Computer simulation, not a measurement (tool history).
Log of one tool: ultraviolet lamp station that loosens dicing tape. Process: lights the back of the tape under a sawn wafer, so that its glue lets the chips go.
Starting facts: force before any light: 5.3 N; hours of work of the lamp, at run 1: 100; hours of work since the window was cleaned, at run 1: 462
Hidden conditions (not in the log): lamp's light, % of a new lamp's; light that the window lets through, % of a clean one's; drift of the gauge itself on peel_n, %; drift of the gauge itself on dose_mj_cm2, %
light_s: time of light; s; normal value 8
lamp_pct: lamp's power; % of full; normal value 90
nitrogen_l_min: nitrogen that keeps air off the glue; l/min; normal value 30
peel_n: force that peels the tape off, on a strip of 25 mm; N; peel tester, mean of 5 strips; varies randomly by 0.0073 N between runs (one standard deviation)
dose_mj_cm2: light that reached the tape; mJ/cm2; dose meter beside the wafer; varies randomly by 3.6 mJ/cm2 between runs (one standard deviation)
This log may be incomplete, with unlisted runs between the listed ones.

run,hour,light_s,lamp_pct,nitrogen_l_min,hours of work of the lamp,hours of work since the window was cleaned,peel_n,dose_mj_cm2
1,0,8,90,30,100,462,0.324,540
2,8.2,8,90,30,105,468,0.325,550
3,16.8,8,90,30,111,474,0.317,542
4,26.3,14,90,30,118,480,0.16,936
5,38.7,8,90,26,126,488,0.358,534
6,47.5,8,90,10,132,494,0.61,539
7,53.6,8,90,10,136,498,0.605,535
# hour 61.6: window cleaned of glue's vapour
8,61.6,8,90,30,141,0,0.301,559
9,73.4,8,90,30,149,8,0.293,557
10,84.4,8,90,30,157,15,0.301,555
11,95.3,8,80,30,164,23,0.378,489
12,100.5,8,80,14,167,26,0.581,490
13,112.6,10,90,30,175,34,0.211,690
14,121.5,10,90,30,181,40,0.212,682
15,132.8,10,90,30,189,48,0.217,689
16,145.4,10,91,30,198,56,0.21,682
17,153.2,10,91,30,203,62,0.214,687
18,158.8,10,91,30,207,65,0.21,679
19,170,15,91,30,214,73,0.149,1017
20,180.3,15,91,30,221,80,0.145,1029
21,187.9,8,90,9,226,85,0.657,545
22,198.5,8,90,9,233,92,0.662,539
23,205.7,8,90,9,238,97,0.655,534
24,212.2,8,90,9,243,101,0.659,531
25,223,13,75,19,250,109,0.249,718
26,235.5,13,75,13,258,117,0.3,719
27,247.3,11,69,11,266,125,0.549,555
28,259.2,11,69,11,274,133,0.546,562
29,270.1,8,81,44,282,140,0.346,473
30,280.6,11,66,33,289,147,0.309,532
31,286.2,11,66,33,292,151,0.322,527

Run 32, settings as shown, results not yet in. Your forecast:
32,293,15,76,47,297,156,?,?

Logged for run 32: peel_n 0.155 N, dose_mj_cm2 823 mJ/cm2.
Without the tool's hidden state the same run would have given peel_n 0.145 N, dose_mj_cm2 935 mJ/cm2.

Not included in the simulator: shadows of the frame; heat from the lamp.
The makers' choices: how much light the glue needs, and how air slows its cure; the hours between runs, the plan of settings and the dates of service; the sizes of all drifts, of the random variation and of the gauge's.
